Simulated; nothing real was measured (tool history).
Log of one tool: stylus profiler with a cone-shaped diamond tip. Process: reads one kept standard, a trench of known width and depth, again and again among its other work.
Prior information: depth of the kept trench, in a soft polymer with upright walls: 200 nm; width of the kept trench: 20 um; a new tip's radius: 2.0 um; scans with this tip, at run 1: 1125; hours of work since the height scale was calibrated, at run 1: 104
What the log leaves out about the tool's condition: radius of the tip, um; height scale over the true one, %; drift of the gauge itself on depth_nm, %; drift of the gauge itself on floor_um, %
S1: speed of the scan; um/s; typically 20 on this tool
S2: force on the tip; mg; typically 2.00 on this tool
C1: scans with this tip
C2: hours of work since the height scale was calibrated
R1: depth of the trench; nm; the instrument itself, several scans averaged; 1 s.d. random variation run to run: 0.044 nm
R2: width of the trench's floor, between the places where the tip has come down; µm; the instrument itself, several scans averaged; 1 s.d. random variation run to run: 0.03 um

run   hour  S1    S2    C1   C2      R1     R2
  1    0.0  20  2.00  1125  104  201.00  18.19
  2   11.0  20  2.00  1196  110  201.05  18.20
  3   21.0  20  2.00  1260  116  200.92  18.18
  4   32.2  20  2.00  1332  123  200.88  18.25
  5   39.2  19  2.00  1377  127  200.99  18.18
  6   54.9  19  2.00  1478  136  201.02  18.21
  7   62.9  11  2.00  1530  141  200.99  18.27
  8   69.7  11  1.00  1574  145  200.55  18.21
  9   79.0  20  2.00  1634  151  201.00  18.17
 10   88.9  20  2.00  1697  157  201.03  18.18
 11   97.2  12  1.16  1751  162  200.53  18.23
 12  111.4   5  3.52  1842  170  201.44  18.25
 13  123.0  19  2.00  1917  177  200.92  18.19
 14  131.4  27  3.79  1971  182  201.50  18.20
 15  138.9  18  1.19  2019  186  200.53  18.13
 16  151.6  18  1.19  2101  194  200.53  18.19
 17  158.8  18  1.19  2147  198  200.61  18.11
 18  166.8  18  1.33  2199  203  200.61  18.15

Below are 3 alternative next runs, each starting from the tool's condition after run 18. Predict each:
  A  180.7  20  2.48  2288  211   ?   ?
  B  180.7  12  2.00  2288  211   ?   ?
  C  180.7  17  2.89  2288  211   ?   ?

run      R1     R2
  A  201.01  18.19
  B  200.91  18.12
  C  201.18  18.17
Stripped of hidden state, with their random variation kept, the same runs would have yielded:
run      R1     R2
  A  201.28  18.23
  B  201.18  18.16
  C  201.45  18.22
